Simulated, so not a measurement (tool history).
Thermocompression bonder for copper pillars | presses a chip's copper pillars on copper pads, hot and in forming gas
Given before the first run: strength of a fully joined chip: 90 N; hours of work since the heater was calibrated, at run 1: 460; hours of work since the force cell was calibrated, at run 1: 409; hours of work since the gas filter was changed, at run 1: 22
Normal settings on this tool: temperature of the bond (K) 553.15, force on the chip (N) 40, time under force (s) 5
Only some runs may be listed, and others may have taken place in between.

run,hour,temperature of the bond (K),force on the chip (N),time under force (s),hours of work since the heater was calibrated,hours of work since the force cell was calibrated,hours of work since the gas filter was changed,force that shears a chip off (N)
1,0.0,553.15,40,5,460,409,22,43.1
2,9.3,553.15,40,3,465,414,28,35.7
3,23.8,553.15,38,5,474,423,36,41.3
4,44.4,553.15,40,9,487,435,49,52.3
5,56.1,553.15,40,9,494,442,56,51.9
6,68.0,553.15,40,9,501,450,63,50.5
7,84.2,553.15,40,11,511,459,73,55.1
8,99.7,553.15,40,5,520,469,82,42.5
9,111.0,553.15,40,5,527,476,89,42.9
10,125.0,553.15,40,5,535,484,97,42.2
11,139.5,553.15,40,5,544,493,106,41.1
12,148.9,553.15,40,5,549,498,111,42.2
13,163.3,553.15,35,5,558,507,120,36.7
# hour 165.7: force cell calibrated
14,175.3,553.15,35,5,564,6,126,35.7
15,192.4,553.15,40,5,575,16,137,41.4
16,211.1,528.15,40,5,586,27,148,29.1
17,221.5,528.15,40,5,592,34,154,28.3
18,235.9,553.15,50,5,601,42,163,50.3
# hour 250.1: force cell calibrated, once more
19,252.8,544.15,31,6,610,2,172,31.7
20,263.3,550.15,37,5,616,8,179,38.2
21,281.6,550.15,37,5,627,19,190,38.3
22,301.5,553.15,40,11,639,31,202,54.2
# hour 317.2: forming gas filter changed
23,319.5,559.15,40,7,650,41,1,53.2
24,332.0,564.15,37,5,657,49,9,46.6
25,352.9,537.15,40,8,670,62,21,41.5
26,366.0,562.15,59,7,678,69,29,71.9
27,377.9,562.15,25,10,685,77,36,40.2
28,386.6,562.15,25,10,690,82,42,40.3
29,405.5,553.15,40,6,702,93,53,48.3
30,425.2,573.15,27,3,714,105,65,31.4
31,434.7,574.15,24,5,719,111,71,33.2

Describe how what the log doesn't record of the tool's condition differs between the last listed run preceding each entry between runs and the first listed run following it.
Between runs 13 and 14: force cell calibrated (hour 165.7)
  force that reaches the chip, % of what is set: 97.2 -> 95.5; oxide that the forming gas leaves, % of the face: 2.97 -> 3.09
  the result without the hidden state subtracted from the measured one, force that shears a chip off (N): -0.4 -> -1.1
Between runs 18 and 19: force cell calibrated, once more (hour 250.1)
  true temperature of the bond over the reading, C: 3.4 -> 3.5; force that reaches the chip, % of what is set: 95.4 -> 99.5; oxide that the forming gas leaves, % of the face: 3.84 -> 4.04
  the result without the hidden state subtracted from the measured one, force that shears a chip off (N): -1.8 -> +0.4
Between runs 22 and 23: forming gas filter changed (hour 317.2)
  true temperature of the bond over the reading, C: 3.7 -> 3.8; force that reaches the chip, % of what is set: 99.4 -> 99.3; oxide that the forming gas leaves, % of the face: 4.65 -> 0.67
  the result without the hidden state subtracted from the measured one, force that shears a chip off (N): -0.4 -> +1.9
